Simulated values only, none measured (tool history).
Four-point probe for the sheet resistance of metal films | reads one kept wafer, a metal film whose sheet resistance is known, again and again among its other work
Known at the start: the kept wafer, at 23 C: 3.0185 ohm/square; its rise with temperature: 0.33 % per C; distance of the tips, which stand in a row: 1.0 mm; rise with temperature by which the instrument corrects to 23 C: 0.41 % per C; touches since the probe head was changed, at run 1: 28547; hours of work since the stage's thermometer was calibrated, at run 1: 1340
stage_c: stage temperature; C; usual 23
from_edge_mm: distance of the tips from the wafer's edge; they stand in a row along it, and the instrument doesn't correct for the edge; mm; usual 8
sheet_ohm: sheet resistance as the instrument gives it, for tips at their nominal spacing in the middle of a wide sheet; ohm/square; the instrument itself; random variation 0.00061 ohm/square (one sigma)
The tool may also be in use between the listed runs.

run,hour,stage_c,from_edge_mm,touches since the probe head was changed,hours of work since the stage's thermometer was calibrated,sheet_ohm
1,0,23,8,28547,1340,3.038889
2,12.8,23,8,29093,1347,3.037991
3,26,23,8,29656,1355,3.039111
4,37.5,23,8,30148,1362,3.037523
5,56.1,23,8,30942,1372,3.039016
6,65.3,23,8,31331,1378,3.038599
7,76.7,23,8,31821,1384,3.038813
8,85.3,23,13,32188,1389,3.022802
9,93.6,23,13,32539,1394,3.023125
10,107.3,30,4,33123,1402,3.096909
11,123.8,27,54,33827,1411,3.005682
12,135.4,25,34,34322,1418,3.011772
13,147.3,22,35,34833,1425,3.016847
14,157.2,21,35,35256,1431,3.020117
15,165,33,17,35588,1435,2.99832

5 ways to go on from here, each from the tool as it stands after run 15. What would each give?
A,178,35,17,36143,1442,?
B,178,28,5,36143,1442,?
C,178,22,4,36143,1442,?
D,178,30,50,36143,1442,?
E,178,23,10,36143,1442,?

run,sheet_ohm
A,2.995487
B,3.066779
C,3.115162
D,2.999269
E,3.029665
Without the tool's hidden state the same runs would have given:
run,sheet_ohm
A,2.999527
B,3.070977
C,3.119483
D,3.003359
E,3.033861
